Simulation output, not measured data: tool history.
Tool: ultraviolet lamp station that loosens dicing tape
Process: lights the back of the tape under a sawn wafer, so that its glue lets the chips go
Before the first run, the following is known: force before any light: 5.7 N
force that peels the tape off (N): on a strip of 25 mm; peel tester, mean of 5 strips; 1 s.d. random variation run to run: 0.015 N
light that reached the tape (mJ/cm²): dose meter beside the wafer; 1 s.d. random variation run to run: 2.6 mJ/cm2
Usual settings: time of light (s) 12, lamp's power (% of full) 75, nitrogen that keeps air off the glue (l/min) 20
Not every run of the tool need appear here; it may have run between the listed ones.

| run | hour | time of light (s) | lamp's power (% of full) | nitrogen that keeps air off the glue (l/min) | force that peels the tape off (N) | light that reached the tape (mJ/cm²) |
|---|---|---|---|---|---|---|
| 1 | 0 | 12 | 75 | 20 | 0.756 | 336 |
| 2 | 44.6 | 12 | 62 | 20 | 1.097 | 277 |
| 3 | 73 | 12 | 62 | 20 | 1.089 | 275 |
| 4 | 93.2 | 21 | 62 | 20 | 0.367 | 477 |
| 5 | 121.6 | 21 | 62 | 20 | 0.373 | 474 |
| 6 | 162.2 | 21 | 62 | 20 | 0.395 | 465 |
| 7 | 186.5 | 21 | 62 | 20 | 0.406 | 461 |
| 8 | 214.3 | 21 | 62 | 20 | 0.398 | 455 |
| 9 | 257.1 | 21 | 62 | 20 | 0.412 | 450 |
| 10 | 283.1 | 21 | 62 | 20 | 0.432 | 443 |
| 11 | 313.2 | 21 | 62 | 20 | 0.44 | 440 |
| 12 | 344.8 | 12 | 78 | 20 | 0.867 | 313 |
| 13 | 371.3 | 12 | 75 | 20 | 0.927 | 300 |
| 14 | 390.4 | 12 | 65 | 20 | 1.298 | 257 |
| 15 | 409.7 | 12 | 77 | 20 | 0.905 | 306 |
| 16 | 431.2 | 12 | 77 | 20 | 0.949 | 300 |
| 17 | 476.8 | 12 | 77 | 20 | 0.936 | 297 |
| 18 | 518.9 | 12 | 77 | 20 | 0.949 | 295 |
| 19 | 542.8 | 12 | 77 | 20 | 0.981 | 293 |
| 20 | 569.2 | 12 | 75 | 6 | 1.824 | 279 |
| 21 | 599.9 | 7 | 75 | 20 | 2.128 | 158 |
| 22 | 637.2 | 7 | 75 | 20 | 2.133 | 160 |
| 23 | 675.5 | 7 | 75 | 20 | 2.214 | 161 |
| 24 | 716 | 7 | 75 | 20 | 2.25 | 155 |
| 25 | 760.4 | 12 | 74 | 32 | 1.002 | 261 |
|  | 795 | window cleaned of glue's vapour |
| 26 | 796.6 | 12 | 74 | 32 | 1.103 | 243 |
| 27 | 836 | 7 | 75 | 9 | 2.99 | 146 |
| 28 | 882.9 | 7 | 75 | 9 | 2.915 | 140 |
| 29 | 923.2 | 7 | 75 | 9 | 2.902 | 141 |
| 30 | 964.5 | 7 | 75 | 9 | 2.889 | 136 |
| 31 | 1009.4 | 17 | 79 | 20 | 0.727 | 340 |
|  | 1032.3 | window cleaned of glue's vapour, once more |
| 32 | 1037.8 | 19 | 68 | 8 | 0.957 | 405 |
| 33 | 1060.4 | 19 | 68 | 18 | 0.589 | 398 |
| 34 | 1100.4 | 19 | 68 | 18 | 0.629 | 397 |
| 35 | 1121.6 | 12 | 93 | 14 | 0.944 | 337 |
| 36 | 1155.6 | 12 | 92 | 10 | 1.11 | 328 |
| 37 | 1181.6 | 22 | 62 | 7 | 0.998 | 405 |
| 38 | 1204 | 14 | 90 | 26 | 0.549 | 370 |
| 39 | 1225.9 | 9 | 83 | 26 | 1.404 | 219 |
| 40 | 1248.4 | 9 | 62 | 26 | 2.033 | 165 |
| 41 | 1293.8 | 11 | 97 | 29 | 0.744 | 307 |
| 42 | 1327.5 | 9 | 66 | 8 | 2.687 | 168 |
| 43 | 1360.5 | 9 | 66 | 8 | 2.656 | 166 |
| 44 | 1391.8 | 12 | 65 | 38 | 1.229 | 215 |

What if the next run were any one of these 3? Each begins from the tool's condition after run 44:
| A | 1429.5 | 19 | 87 | 6 | ? | ? |
| B | 1429.5 | 11 | 81 | 11 | ? | ? |
| C | 1429.5 | 7 | 83 | 35 | ? | ? |

| run | force that peels the tape off (N) | light that reached the tape (mJ/cm²) |
|---|---|---|
| A | 0.912 | 447 |
| B | 1.621 | 244 |
| C | 1.86 | 159 |
Without the tool's unlogged condition, the same runs would have read:
| run | force that peels the tape off (N) | light that reached the tape (mJ/cm²) |
|---|---|---|
| A | 0.451 | 636 |
| B | 0.986 | 346 |
| C | 1.185 | 225 |
